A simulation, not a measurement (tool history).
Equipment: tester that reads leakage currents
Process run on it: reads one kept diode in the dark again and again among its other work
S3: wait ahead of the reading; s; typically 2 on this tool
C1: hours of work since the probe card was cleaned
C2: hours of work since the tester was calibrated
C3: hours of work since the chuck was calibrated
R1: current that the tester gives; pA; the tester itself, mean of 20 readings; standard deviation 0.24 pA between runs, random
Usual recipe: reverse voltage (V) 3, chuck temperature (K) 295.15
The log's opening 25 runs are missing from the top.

At day 60.6: tester calibrated.
Run 26, day 63.067: usual settings but S3 0.74 s; C1 1209; C2 44; C3 431. Result: R1 83.45 pA.
Run 27, day 65.588: usual settings but S3 0.74 s; C1 1254; C2 89; C3 476. Result: R1 83.86 pA.
At day 66.371: tester calibrated, once more.
Run 28, day 67.821: usual settings but reverse voltage (V) 8.66, chuck temperature (K) 299.15, S3 0.74 s; C1 1292; C2 26; C3 514. Result: R1 205.05 pA.
Run 29, day 70.625: usual settings but reverse voltage (V) 8.66, chuck temperature (K) 299.15, S3 0.74 s; C1 1342; C2 76; C3 564. Result: R1 204.69 pA.
Run 30, day 73.404: usual settings but reverse voltage (V) 8.66, chuck temperature (K) 299.15, S3 0.74 s; C1 1391; C2 125; C3 613. Result: R1 207.62 pA.
Run 31, day 76.517: usual settings but reverse voltage (V) 12.17, chuck temperature (K) 317.15, S3 0.97 s; C1 1446; C2 180; C3 668. Result: R1 896.83 pA.
Run 32, day 78.875: usual settings but reverse voltage (V) 18.73, chuck temperature (K) 294.15, S3 3.64 s; C1 1488; C2 222; C3 710. Result: R1 220.61 pA.
Run 33, day 81.188: usual settings but reverse voltage (V) 8.94, chuck temperature (K) 327.15, S3 2.54 s; C1 1529; C2 263; C3 751. Result: R1 1465.76 pA.
Run 34, day 83.658: usual settings but chuck temperature (K) 309.15, S3 0.51 s; C1 1573; C2 307; C3 795. Result: R1 242.95 pA.
Run 35, day 86.454: usual settings but reverse voltage (V) 18.42, S3 7.01 s; C1 1623; C2 357; C3 845. Result: R1 238.82 pA.
Run 36, day 88.096: usual settings but chuck temperature (K) 303.15, S3 0.92 s; C1 1652; C2 386; C3 874. Result: R1 159.29 pA.
At day 91.692: probe card cleaned and baked.
Run 37, day 91.825: usual settings but reverse voltage (V) 13.46, chuck temperature (K) 308.15, S3 1.38 s; C1 2; C2 450; C3 938. Result: R1 528.08 pA.
Run 38, day 93.562: usual settings but reverse voltage (V) 13.46, chuck temperature (K) 308.15, S3 1.38 s; C1 33; C2 481; C3 969. Result: R1 528.88 pA.
Run 39, day 95.083: usual settings but reverse voltage (V) 1.2, chuck temperature (K) 331.15; C1 60; C2 508; C3 996. Result: R1 637.14 pA.
Run 40, day 97.221: usual settings but reverse voltage (V) 4.54, chuck temperature (K) 298.15, S3 1.17 s; C1 98; C2 546; C3 1034. Result: R1 139.78 pA.

Below are 4 alternative next runs, each starting from the tool's condition after run 40. Predict each:
Run A, day 99.142: usual settings but reverse voltage (V) 3.57, chuck temperature (K) 331.15, S3 0.4 s; C1 132; C2 580; C3 1068. Result: R1 ?.
Run B, day 99.142: usual settings but reverse voltage (V) 5.17, S3 2.02 s; C1 132; C2 580; C3 1068. Result: R1 ?.
Run C, day 99.142: usual settings but chuck temperature (K) 331.15, S3 0.42 s; C1 132; C2 580; C3 1068. Result: R1 ?.
Run D, day 99.142: usual settings but reverse voltage (V) 3.4, chuck temperature (K) 298.15, S3 1.43 s; C1 132; C2 580; C3 1068. Result: R1 ?.

run       R1
  A  1176.05
  B   120.36
  C  1068.15
  D   120.03
Had the tool no hidden state, the same runs would have come out as:
run      R1
  A    1050
  B  104.34
  C  953.65
  D  104.38

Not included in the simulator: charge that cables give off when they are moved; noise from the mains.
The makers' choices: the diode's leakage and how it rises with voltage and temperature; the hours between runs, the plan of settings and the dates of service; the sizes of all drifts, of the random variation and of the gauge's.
